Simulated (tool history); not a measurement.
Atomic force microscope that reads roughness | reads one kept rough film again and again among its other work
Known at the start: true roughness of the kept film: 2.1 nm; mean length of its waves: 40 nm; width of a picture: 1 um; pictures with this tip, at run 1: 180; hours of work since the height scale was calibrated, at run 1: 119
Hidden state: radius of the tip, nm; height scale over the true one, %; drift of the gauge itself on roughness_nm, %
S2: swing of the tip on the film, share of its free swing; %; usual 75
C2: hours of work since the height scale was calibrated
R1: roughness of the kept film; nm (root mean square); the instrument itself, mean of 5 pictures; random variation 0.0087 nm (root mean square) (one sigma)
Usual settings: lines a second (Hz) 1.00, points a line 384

Run 1, hour 0.0: usual settings; pictures with this tip 180; C2 119. Result: R1 1.852 nm (root mean square).
Run 2, hour 6.4: usual settings; pictures with this tip 189; C2 124. Result: R1 1.847 nm (root mean square).
Run 3, hour 10.5: usual settings; pictures with this tip 195; C2 127. Result: R1 1.831 nm (root mean square).
Run 4, hour 17.6: usual settings; pictures with this tip 204; C2 132. Result: R1 1.830 nm (root mean square).
Run 5, hour 25.8: usual settings but lines a second (Hz) 2.62; pictures with this tip 215; C2 138. Result: R1 1.767 nm (root mean square).
Run 6, hour 33.1: usual settings but lines a second (Hz) 2.62; pictures with this tip 225; C2 143. Result: R1 1.750 nm (root mean square).
Run 7, hour 38.3: usual settings but lines a second (Hz) 2.64; pictures with this tip 232; C2 147. Result: R1 1.755 nm (root mean square).
Run 8, hour 44.3: usual settings but lines a second (Hz) 2.64; pictures with this tip 241; C2 151. Result: R1 1.749 nm (root mean square).
Run 9, hour 53.2: usual settings but lines a second (Hz) 2.64; pictures with this tip 253; C2 158. Result: R1 1.754 nm (root mean square).
At hour 58.1: new tip fitted.
Run 10, hour 60.7: usual settings but lines a second (Hz) 2.64; pictures with this tip 3; C2 163. Result: R1 1.818 nm (root mean square).
Run 11, hour 65.4: usual settings but lines a second (Hz) 2.64; pictures with this tip 10; C2 166. Result: R1 1.839 nm (root mean square).
Run 12, hour 70.4: usual settings but lines a second (Hz) 2.64; pictures with this tip 16; C2 170. Result: R1 1.831 nm (root mean square).
Run 13, hour 78.1: usual settings but lines a second (Hz) 2.64; pictures with this tip 27; C2 175. Result: R1 1.839 nm (root mean square).
Run 14, hour 84.6: usual settings but lines a second (Hz) 1.59, points a line 647; pictures with this tip 36; C2 180. Result: R1 1.871 nm (root mean square).
Run 15, hour 88.3: usual settings but lines a second (Hz) 1.59, points a line 647; pictures with this tip 41; C2 183. Result: R1 1.885 nm (root mean square).
Run 16, hour 91.9: usual settings but lines a second (Hz) 2.63, S2 83 %; pictures with this tip 46; C2 185. Result: R1 1.755 nm (root mean square).
Run 17, hour 97.8: usual settings but lines a second (Hz) 2.63, S2 83 %; pictures with this tip 54; C2 190. Result: R1 1.757 nm (root mean square).
Run 18, hour 103.4: usual settings but lines a second (Hz) 2.80, S2 68 %; pictures with this tip 61; C2 194. Result: R1 1.858 nm (root mean square).
Run 19, hour 111.1: usual settings but lines a second (Hz) 1.57, points a line 963; pictures with this tip 72; C2 199. Result: R1 1.866 nm (root mean square).
Run 20, hour 117.4: usual settings but lines a second (Hz) 2.63, S2 58 %, points a line 423; pictures with this tip 80; C2 204. Result: R1 1.914 nm (root mean square).
Run 21, hour 121.3: usual settings but S2 61 %, points a line 597; pictures with this tip 86; C2 207. Result: R1 1.927 nm (root mean square).
Run 22, hour 125.8: usual settings but S2 61 %, points a line 597; pictures with this tip 92; C2 210. Result: R1 1.937 nm (root mean square).

Forecast each of these 5 alternatives for the next run:
Run A, hour 134.3: usual settings but S2 57 %, points a line 597; pictures with this tip 103; C2 216. Result: R1 ?.
Run B, hour 134.3: usual settings but S2 62 %; pictures with this tip 103; C2 216. Result: R1 ?.
Run C, hour 134.3: usual settings but lines a second (Hz) 3.31, S2 82 %, points a line 720; pictures with this tip 103; C2 216. Result: R1 ?.
Run D, hour 134.3: usual settings but lines a second (Hz) 2.70; pictures with this tip 103; C2 216. Result: R1 ?.
Run E, hour 134.3: usual settings but lines a second (Hz) 1.67, S2 74 %, points a line 572; pictures with this tip 103; C2 216. Result: R1 ?.

run     R1
  A  1.918
  B  1.918
  C  1.709
  D  1.797
  E  1.842
Without the tool's hidden state the same runs would have given:
run     R1
  A  1.974
  B  1.973
  C  1.758
  D  1.849
  E  1.896

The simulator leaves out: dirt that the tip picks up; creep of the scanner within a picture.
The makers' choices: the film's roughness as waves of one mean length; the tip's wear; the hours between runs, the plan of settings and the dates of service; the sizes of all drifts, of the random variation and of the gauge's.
